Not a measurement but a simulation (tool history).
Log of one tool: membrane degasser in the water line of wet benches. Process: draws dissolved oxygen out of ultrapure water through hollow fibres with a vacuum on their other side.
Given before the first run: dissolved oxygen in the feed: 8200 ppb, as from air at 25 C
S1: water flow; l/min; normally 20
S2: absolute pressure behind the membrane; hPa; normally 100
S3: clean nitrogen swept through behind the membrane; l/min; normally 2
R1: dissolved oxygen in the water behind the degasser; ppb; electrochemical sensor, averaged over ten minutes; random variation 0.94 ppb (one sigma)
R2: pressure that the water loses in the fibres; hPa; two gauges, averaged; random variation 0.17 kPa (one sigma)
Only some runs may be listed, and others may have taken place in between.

run	day	S1	S2	S3	R1	R2
1	0	20	100	2	161.5	263.2
2	1.938	20	244	2	482.3	265.4
3	4.488	20	244	2	475.9	263.9
4	6.325	20	244	2	480.1	262.1
5	9.342	20	244	2	480.7	262.1
6	10.95	20	244	2	480.5	264
7	14.288	20	100	2	163	263.7
8	17.796	20	100	2	162.8	262.1
9	21.104	20	100	2	162	266.4
10	23.671	20	213	2	413.5	262.7
11	25.204	20	213	2	416.2	264.9
12	28.604	20	213	2	418.8	263.2
13	30.192	20	213	2	415.6	267.7
14	33.617	20	80	2	116.9	266
15	35.617	20	80	2	117.1	265.5
# day 35.817: vacuum gauge calibrated
16	37.642	20	80	2	118.3	265.9
17	39.883	20	80	2	117.4	265
18	42.596	20	80	2	116.6	266
19	46.167	31	80	2	194.6	409.2
20	49.421	14	232	0.92	651.8	186.6
# day 51.408: vacuum gauge calibrated, once more
21	51.454	20	76	0.81	231.9	264.8
22	54.75	14	123	2	153.7	182.3
23	56.383	12	94	2.39	76.9	157.2
24	58.921	12	64	2.39	39.5	159.6
25	62.15	30	94	4.96	110.3	396.4
26	65.162	20	206	3.32	253.1	262.6
27	68.667	23	118	2	233.1	303.2
28	70.488	31	118	1.63	379.5	410.5
29	72.075	20	100	2.13	152.9	265.7
30	74.483	12	232	5.86	102.6	156
31	76.558	13	100	3.06	72	174.1

Branching from run 31: 5 alternative next runs. What would each branch give?
A	80.129	13	104	4.24	?	?
B	80.129	13	121	1.46	?	?
C	80.129	31	187	3.38	?	?
D	80.129	16	101	3.06	?	?
E	80.129	25	224	2.04	?	?

run	R1	R2
A	55.9	171.9
B	188.7	172.1
C	350.9	413
D	88.9	214.2
E	528.3	334.3
Had the tool no hidden state, the same runs would have come out as:
run	R1	R2
A	54.8	169.9
B	185.4	170.2
C	347.1	408.4
D	87.5	211.8
E	523.6	330.5
